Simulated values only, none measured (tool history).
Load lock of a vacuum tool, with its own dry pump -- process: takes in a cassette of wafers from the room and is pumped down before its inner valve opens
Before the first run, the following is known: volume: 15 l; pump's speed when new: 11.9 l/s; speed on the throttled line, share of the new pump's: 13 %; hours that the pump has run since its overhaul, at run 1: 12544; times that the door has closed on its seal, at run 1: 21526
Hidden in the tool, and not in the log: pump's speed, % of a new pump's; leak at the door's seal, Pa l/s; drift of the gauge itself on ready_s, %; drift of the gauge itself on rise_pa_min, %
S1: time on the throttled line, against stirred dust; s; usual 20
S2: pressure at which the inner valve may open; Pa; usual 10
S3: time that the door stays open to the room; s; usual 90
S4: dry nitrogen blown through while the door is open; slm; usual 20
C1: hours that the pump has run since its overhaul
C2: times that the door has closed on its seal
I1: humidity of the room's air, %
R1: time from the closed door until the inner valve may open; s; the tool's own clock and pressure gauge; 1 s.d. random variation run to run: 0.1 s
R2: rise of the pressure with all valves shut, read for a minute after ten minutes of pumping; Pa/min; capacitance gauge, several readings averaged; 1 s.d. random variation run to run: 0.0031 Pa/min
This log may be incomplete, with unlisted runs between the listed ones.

run,hour,S1,S2,S3,S4,C1,C2,I1,R1,R2
1,0.0,20,10,90,20,12544,21526,45.8,30.7,0.349
2,181.6,20,10,90,20,12725,22046,45.0,30.9,0.362
3,481.8,20,16,90,20,13025,22904,46.3,30.1,0.382
4,750.4,20,16,90,20,13294,23673,44.7,30.3,0.385
5,938.1,20,16,90,20,13482,24210,46.3,30.3,0.398
6,1131.3,20,16,51,20,13675,24762,45.7,30.3,0.404
7,1381.0,39,8,169,15,13924,25477,48.5,47.4,0.450
8,1643.2,39,8,169,15,14187,26227,47.1,47.5,0.469
9,1937.0,24,15,172,13,14481,27067,47.0,34.0,0.504
10,2196.2,24,15,172,13,14740,27809,43.8,33.9,0.512
11,2425.1,17,14,27,13,14969,28464,45.7,28.2,0.485
12,2556.7,17,14,27,13,15100,28840,45.0,28.1,0.491

4 ways to go on from here, each from the tool as it stands after run 12. What would each give?
A,2825.8,16,13,33,20,15369,29610,45.4,?,?
B,2825.8,20,10,81,4,15369,29610,44.7,?,?
C,2825.8,13,12,89,13,15369,29610,44.6,?,?
D,2825.8,15,8,90,4,15369,29610,47.1,?,?

run,R1,R2
A,27.5,0.517
B,31.4,0.555
C,25.1,0.541
D,27.7,0.575
Stripped of hidden state, with their random variation kept, the same runs would have yielded:
run,R1,R2
A,25.2,0.047
B,29.2,0.092
C,22.7,0.071
D,25.2,0.107
